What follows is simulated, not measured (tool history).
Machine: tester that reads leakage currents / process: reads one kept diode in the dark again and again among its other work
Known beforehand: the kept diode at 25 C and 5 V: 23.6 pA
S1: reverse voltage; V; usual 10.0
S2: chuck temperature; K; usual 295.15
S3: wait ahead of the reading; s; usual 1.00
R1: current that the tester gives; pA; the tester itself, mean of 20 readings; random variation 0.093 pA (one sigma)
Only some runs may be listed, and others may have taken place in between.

run,hour,S1,S2,S3,R1
1,0.0,10.0,295.15,1.00,30.22
2,50.7,10.0,295.15,1.00,30.31
3,79.7,10.0,295.15,1.00,30.34
4,142.1,7.6,295.15,1.00,27.05
5,181.1,7.6,295.15,1.00,27.15
6,241.4,7.6,295.15,1.00,27.12
7,302.2,7.6,295.15,0.89,27.47
8,330.3,7.6,295.15,0.89,27.69
9,373.1,7.6,295.15,0.89,27.86
10,426.0,10.0,295.15,5.63,29.15
# hour 433.6: chuck's temperature calibrated
11,488.3,10.0,301.15,1.00,51.31
12,519.1,8.8,304.15,9.00,58.79
13,559.9,9.5,299.15,0.57,45.70
14,599.5,1.5,295.15,1.02,15.71
# hour 605.2: chuck's temperature calibrated, once more
15,666.8,7.8,295.15,1.02,24.95
16,717.5,7.8,295.15,1.02,25.06
17,749.8,7.8,295.15,2.07,24.12

For some of the steps in R1 from one run to the next: how much would appear even if the tool had no hidden state, given the settings, what came in and random variation, and how much remains for the hidden state plus any gauge scatter that the measured result and the result without hidden state don't share?
Hidden state present: stray current of the dirty probe card, pA a volt; current scale over the true one, %; true chuck temperature over the reading, C; drift of the gauge itself on leakage_pa, %.
Run 13 -> 14: S1 9.5 -> 1.5, S2 299.15 -> 295.15, S3 0.57 -> 1.02. R1 -29.99 pA: hidden state -6.11, all else -23.88.

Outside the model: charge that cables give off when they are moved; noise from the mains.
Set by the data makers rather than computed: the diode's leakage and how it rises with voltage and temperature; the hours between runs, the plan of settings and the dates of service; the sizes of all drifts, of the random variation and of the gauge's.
